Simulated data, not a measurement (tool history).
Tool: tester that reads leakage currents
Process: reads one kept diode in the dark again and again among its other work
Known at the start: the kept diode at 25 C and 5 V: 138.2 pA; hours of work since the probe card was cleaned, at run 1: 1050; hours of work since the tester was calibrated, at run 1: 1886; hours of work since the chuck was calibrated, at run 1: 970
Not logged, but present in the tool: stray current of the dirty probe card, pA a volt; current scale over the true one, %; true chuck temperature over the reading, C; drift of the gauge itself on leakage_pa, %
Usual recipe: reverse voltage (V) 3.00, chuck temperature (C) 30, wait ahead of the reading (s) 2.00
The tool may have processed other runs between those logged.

run	hour	reverse voltage (V)	chuck temperature (C)	wait ahead of the reading (s)	hours of work since the probe card was cleaned	hours of work since the tester was calibrated	hours of work since the chuck was calibrated	current that the tester gives (pA)
1	0.0	3.00	30	2.00	1050	1886	970	155.52
2	62.6	3.00	30	0.64	1100	1936	1019	155.90
3	116.1	3.00	30	0.64	1142	1978	1061	155.63
# hour 135.5: probe card cleaned and baked
4	167.0	3.00	40	2.00	25	2016	1099	340.31
5	204.2	3.00	40	2.00	54	2045	1129	340.28
6	244.1	3.00	48	2.00	86	2076	1160	627.70
7	283.1	3.00	30	2.00	116	2107	1191	151.59
8	317.4	3.00	30	2.00	143	2134	1218	150.42
9	377.5	3.00	30	8.78	191	2181	1265	150.93
10	419.5	3.00	30	8.78	224	2215	1298	150.39
11	469.3	3.00	30	8.78	263	2254	1338	150.30
12	508.3	3.00	30	8.78	294	2285	1368	150.64
13	546.4	3.00	30	8.78	324	2315	1398	150.87
14	597.6	3.00	30	8.78	364	2355	1439	150.23
# hour 604.0: chuck's temperature calibrated
15	641.2	3.00	30	8.78	397	2388	29	149.51
16	686.2	3.00	30	8.78	433	2423	65	148.88
17	734.5	3.00	30	8.78	471	2461	103	149.19
18	786.6	3.00	30	8.78	512	2502	144	149.21
19	818.0	3.00	30	2.00	537	2527	169	148.48
20	870.0	8.53	56	1.03	578	2568	210	1977.61
# hour 922.2: chuck's temperature calibrated, once more
21	924.4	11.61	23	3.20	619	2610	2	190.95
22	958.8	3.00	20	4.04	646	2637	29	67.55
23	998.1	5.18	20	6.82	677	2668	60	93.07
24	1034.1	5.04	24	1.28	705	2696	88	129.53
25	1071.5	4.19	24	5.62	735	2726	118	115.48
26	1132.2	4.19	24	5.62	783	2773	166	115.68
27	1191.7	3.00	49	2.00	830	2820	212	688.39
28	1226.1	5.00	34	0.87	857	2847	240	292.44
29	1278.7	5.00	34	0.87	898	2889	281	291.84
30	1316.4	5.00	34	0.87	928	2919	311	292.18
31	1344.3	5.00	30	5.72	950	2941	333	210.24
32	1397.7	19.30	43	3.20	992	2983	375	1265.80
33	1448.7	5.79	30	3.14	1032	3023	415	228.40
34	1507.4	5.79	30	3.14	1078	3069	461	228.38
35	1533.0	12.78	27	2.00	1099	3089	482	284.45
36	1572.0	3.83	43	0.73	1129	3120	512	503.33
# hour 1605.3: probe card cleaned and baked
37	1614.3	9.17	30	0.37	7	3151	543	296.30
38	1665.4	9.17	30	0.37	47	3191	584	294.48

Alternative continuations, all from the tool just after run 38; predict every row:
A	1725.6	2.44	41	8.05	95	3239	631	?
B	1725.6	3.00	30	0.39	95	3239	631	?
C	1725.6	3.00	23	5.11	95	3239	631	?
D	1725.6	1.93	30	0.37	95	3239	631	?
E	1725.6	16.04	41	5.13	95	3239	631	?

run	current that the tester gives (pA)
A	328.62
B	154.14
C	84.19
D	120.41
E	950.42
Take away the tool's hidden state, keep each run's random variation, and the runs would have read:
run	current that the tester gives (pA)
A	342.32
B	160.60
C	87.71
D	125.51
E	988.99
